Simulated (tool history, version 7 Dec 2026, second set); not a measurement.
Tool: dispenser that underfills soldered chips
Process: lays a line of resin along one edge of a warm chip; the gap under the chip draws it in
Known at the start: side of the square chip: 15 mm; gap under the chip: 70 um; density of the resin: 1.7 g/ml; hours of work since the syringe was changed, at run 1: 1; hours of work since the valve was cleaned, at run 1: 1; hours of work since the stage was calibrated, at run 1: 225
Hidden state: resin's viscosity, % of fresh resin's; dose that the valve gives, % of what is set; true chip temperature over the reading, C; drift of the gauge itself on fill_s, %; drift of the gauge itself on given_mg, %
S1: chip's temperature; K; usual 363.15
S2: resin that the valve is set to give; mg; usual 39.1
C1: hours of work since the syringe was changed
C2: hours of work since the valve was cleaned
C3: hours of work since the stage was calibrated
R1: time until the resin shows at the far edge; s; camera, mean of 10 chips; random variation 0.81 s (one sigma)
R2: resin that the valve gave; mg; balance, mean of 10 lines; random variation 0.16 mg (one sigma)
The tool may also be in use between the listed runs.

run 1 day=0 | S1=363.15 S2=39.1 | C1=1 C2=1 C3=225 | R1=82.7 R2=39.09
run 2 day=0.262 | S1=363.15 S2=39.1 | C1=5 C2=5 C3=230 | R1=111.5 R2=39.04
-- day=0.371 new syringe of resin
run 3 day=0.529 | S1=363.15 S2=39.1 | C1=3 C2=10 C3=234 | R1=96.7 R2=38.88
-- day=0.758 new syringe of resin
run 4 day=0.933 | S1=363.15 S2=39.1 | C1=3 C2=17 C3=241 | R1=97.3 R2=39.01
-- day=1.129 new syringe of resin
run 5 day=1.258 | S1=363.15 S2=39.1 | C1=2 C2=22 C3=247 | R1=94.3 R2=38.69
run 6 day=1.446 | S1=368.15 S2=39.1 | C1=6 C2=26 C3=250 | R1=97.3 R2=38.42
-- day=1.517 new syringe of resin
run 7 day=1.742 | S1=363.15 S2=39.1 | C1=4 C2=31 C3=255 | R1=106.4 R2=38.6
-- day=1.9 new syringe of resin
run 8 day=2.108 | S1=363.15 S2=39.1 | C1=4 C2=37 C3=262 | R1=107 R2=38.45
-- day=2.3 new syringe of resin
run 9 day=2.308 | S1=363.15 S2=42.4 | C1=0 C2=41 C3=265 | R1=81.6 R2=41.96
run 10 day=2.504 | S1=363.15 S2=42.4 | C1=4 C2=44 C3=268 | R1=100.9 R2=41.35
-- day=2.696 new syringe of resin
run 11 day=2.908 | S1=363.15 S2=42.4 | C1=4 C2=51 C3=276 | R1=102.9 R2=41.85
-- day=3.079 new syringe of resin
run 12 day=3.242 | S1=363.15 S2=42.4 | C1=3 C2=57 C3=281 | R1=97.5 R2=41.54
-- day=3.471 new syringe of resin
run 13 day=3.512 | S1=363.15 S2=42.4 | C1=1 C2=62 C3=286 | R1=84.1 R2=41.14
run 14 day=3.725 | S1=363.15 S2=39.1 | C1=5 C2=65 C3=290 | R1=110.5 R2=37.86
-- day=3.842 new syringe of resin
run 15 day=4.108 | S1=363.15 S2=39.1 | C1=5 C2=72 C3=296 | R1=110.4 R2=37.92
-- day=4.229 new syringe of resin
run 16 day=4.388 | S1=350.15 S2=39 | C1=3 C2=77 C3=301 | R1=172.3 R2=37.78
-- day=4.638 new syringe of resin
run 17 day=4.796 | S1=350.15 S2=39 | C1=3 C2=84 C3=308 | R1=170.8 R2=37.59
-- day=5.042 new syringe of resin
run 18 day=5.079 | S1=370.15 S2=39.6 | C1=1 C2=89 C3=313 | R1=65.6 R2=38.14
run 19 day=5.388 | S1=369.15 S2=39.1 | C1=6 C2=94 C3=319 | R1=99.8 R2=37.28
-- day=5.425 new syringe of resin
run 20 day=5.642 | S1=369.15 S2=39.1 | C1=4 C2=99 C3=323 | R1=82.7 R2=37.1
-- day=5.821 new syringe of resin
run 21 day=6.038 | S1=365.15 S2=39.1 | C1=4 C2=106 C3=330 | R1=99 R2=37.38
-- day=6.204 new syringe of resin
-- day=6.379 dispensing valve cleaned and set on the balance
run 22 day=6.379 | S1=365.15 S2=39.1 | C1=2 C2=0 C3=335 | R1=87.9 R2=39
-- day=6.625 new syringe of resin
run 23 day=6.775 | S1=368.15 S2=47.8 | C1=3 C2=7 C3=342 | R1=78 R2=47.68
-- day=7.017 new syringe of resin
run 24 day=7.067 | S1=355.15 S2=45.2 | C1=1 C2=12 C3=347 | R1=116.4 R2=44.63
run 25 day=7.3 | S1=355.15 S2=45.2 | C1=5 C2=16 C3=351 | R1=152.3 R2=44.91
-- day=7.412 new syringe of resin
run 26 day=7.538 | S1=375.15 S2=39.8 | C1=2 C2=20 C3=355 | R1=59.9 R2=38.97
run 27 day=7.725 | S1=363.15 S2=44.1 | C1=6 C2=23 C3=359 | R1=115.1 R2=43.46
-- day=7.792 new syringe of resin
run 28 day=8.075 | S1=355.15 S2=49 | C1=5 C2=30 C3=365 | R1=153 R2=48.4
-- day=8.171 new syringe of resin
run 29 day=8.442 | S1=355.15 S2=49 | C1=5 C2=36 C3=371 | R1=152 R2=48.39

4 ways to go on from here, each from the tool as it stands after run 29. What would each give?
-- day=8.554 new syringe of resin
run A day=8.829 | S1=354.15 S2=34.8 | C1=5 C2=43 C3=378 | R1=? R2=?
-- day=8.554 new syringe of resin
run B day=8.829 | S1=372.15 S2=45.7 | C1=5 C2=43 C3=378 | R1=? R2=?
-- day=8.554 new syringe of resin
run C day=8.829 | S1=363.15 S2=44.8 | C1=5 C2=43 C3=378 | R1=? R2=?
-- day=8.554 new syringe of resin
run D day=8.829 | S1=363.15 S2=36.4 | C1=5 C2=43 C3=378 | R1=? R2=?

run=A R1=173.4 R2=34.08
run=B R1=80.2 R2=44.72
run=C R1=114 R2=43.93
run=D R1=119.8 R2=36.07
Without the tool's hidden state the same runs would have given:
run=A R1=112 R2=34.77
run=B R1=52.8 R2=45.63
run=C R1=74.4 R2=44.83
run=D R1=77.8 R2=36.8

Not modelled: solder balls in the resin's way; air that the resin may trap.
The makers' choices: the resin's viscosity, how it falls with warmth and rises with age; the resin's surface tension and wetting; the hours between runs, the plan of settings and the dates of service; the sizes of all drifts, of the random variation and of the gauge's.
